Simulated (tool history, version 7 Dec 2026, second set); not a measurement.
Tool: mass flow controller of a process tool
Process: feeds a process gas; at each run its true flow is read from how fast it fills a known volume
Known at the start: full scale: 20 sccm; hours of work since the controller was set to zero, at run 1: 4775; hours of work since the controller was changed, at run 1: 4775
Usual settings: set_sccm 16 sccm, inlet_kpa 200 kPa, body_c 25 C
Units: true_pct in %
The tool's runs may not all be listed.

run    hour  set_sccm  inlet_kpa  body_c  hours of work since the controller was set to zero  hours of work since the controller was changed  true_pct
  1       0        16        200      25                                                4775                                            4775     99.58
  2   141.9        16        200      25                                                4875                                            4875     99.73
  3   304.6        16        200      25                                                4990                                            4990     99.61
  4   534.5        16        200      25                                                5151                                            5151      99.7
  5   774.8        16        200      25                                                5320                                            5320      99.9
  6   972.8        16        200      25                                                5460                                            5460    100.02
  7    1089        16        200      24                                                5542                                            5542     99.79
  8  1219.1        16        200      24                                                5633                                            5633     99.85
  9  1423.3        16        146      25                                                5777                                            5777     99.39
 10  1537.9        16        146      25                                                5857                                            5857     99.66
 11  1646.3        16        146      25                                                5934                                            5934     99.56
 12    1850        16        146      25                                                6077                                            6077      99.6
 13  2011.4        16        200      25                                                6191                                            6191    100.19
 14  2121.3        16        200      25                                                6268                                            6268     100.3
 15    2233        16        200      25                                                6347                                            6347    100.22
 16    2340        16        200      25                                                6422                                            6422    100.21
 17  2478.8        16        200      25                                                6519                                            6519    100.34
 18  2624.9        16        200      25                                                6622                                            6622    100.27
 19  2733.3        16        200      25                                                6699                                            6699    100.41
 20  2868.2         9        200      25                                                6793                                            6793     99.63
 21  3029.9         9        200      25                                                6907                                            6907     99.66
 22  3265.3         9        200      25                                                7073                                            7073     99.71
 23  3376.9         9        200      25                                                7151                                            7151     99.81
 24  3608.4        14        273      38                                                7314                                            7314    102.22
 25  3810.7         6        256      30                                                7457                                            7457    100.75
 26  4013.6         6        256      30                                                7599                                            7599    100.72
 27  4177.4        16        173      25                                                7715                                            7715     100.6
     4258.4  -- gauge calibrated
 28  4297.3        16        179      25                                                7799                                            7799     99.64
 29  4425.6        16        179      25                                                7889                                            7889     99.41
 30  4527.2        16        158      21                                                7961                                            7961      99.1
 31    4697        16        277      21                                                8080                                            8080     99.87
 32  4794.5        18        149      28                                                8149                                            8149     99.83
 33  5005.4        18        149      28                                                8297                                            8297     99.95
 34  5104.8        13        185      26                                                8367                                            8367      99.6
 35  5344.3        13        185      26                                                8536                                            8536     99.67
 36  5501.7        17        209      25                                                8647                                            8647    100.14
 37  5662.5        17        166      35                                                8760                                            8760    100.82
     5687.7  -- controller's zero set anew
 38  5814.1        17        166      35                                                  89                                            8866    100.89
 39    5945        17        277      33                                                 181                                            8958    101.58
 40    6057         6        277      38                                                 260                                            9037    101.14
     6274.7  -- gauge calibrated
 41  6288.3         6        277      27                                                 423                                            9200     99.57
 42    6527         6        277      34                                                 591                                            9368    100.33
 43    6626         8        227      39                                                 660                                            9437    100.63
 44  6781.7         4        197      36                                                 770                                            9547     99.81
 45  6947.6         8        147      21                                                 887                                            9664     98.35
 46  7159.8         8        147      21                                                1036                                            9813     98.34

Some steps in true_pct between neighbouring runs. How much of each would the tool show without its hidden state too (settings, what came in, random variation), and how much is left for the hidden state, with any gauge scatter that isn't in both results?
The hidden state here: flow at rest that the sensor doesn't see, % of full scale; true flow over the shown one, %; drift of the gauge itself on true_pct, %.
Run 23 -> 24: set_sccm 9 -> 14, inlet_kpa 200 -> 273, body_c 25 -> 38. true_pct +2.41 %: hidden state +0.08, all else +2.33.
Run 24 -> 25: set_sccm 14 -> 6, inlet_kpa 273 -> 256, body_c 38 -> 30. true_pct -1.47 %: hidden state +0.03, all else -1.5.
Run 27 -> 28: inlet_kpa 173 -> 179, gauge calibrated. true_pct -0.96 %: hidden state -1.02, all else +0.06.
Run 40 -> 41: body_c 38 -> 27, gauge calibrated. true_pct -1.57 %: hidden state -0.45, all else -1.12.
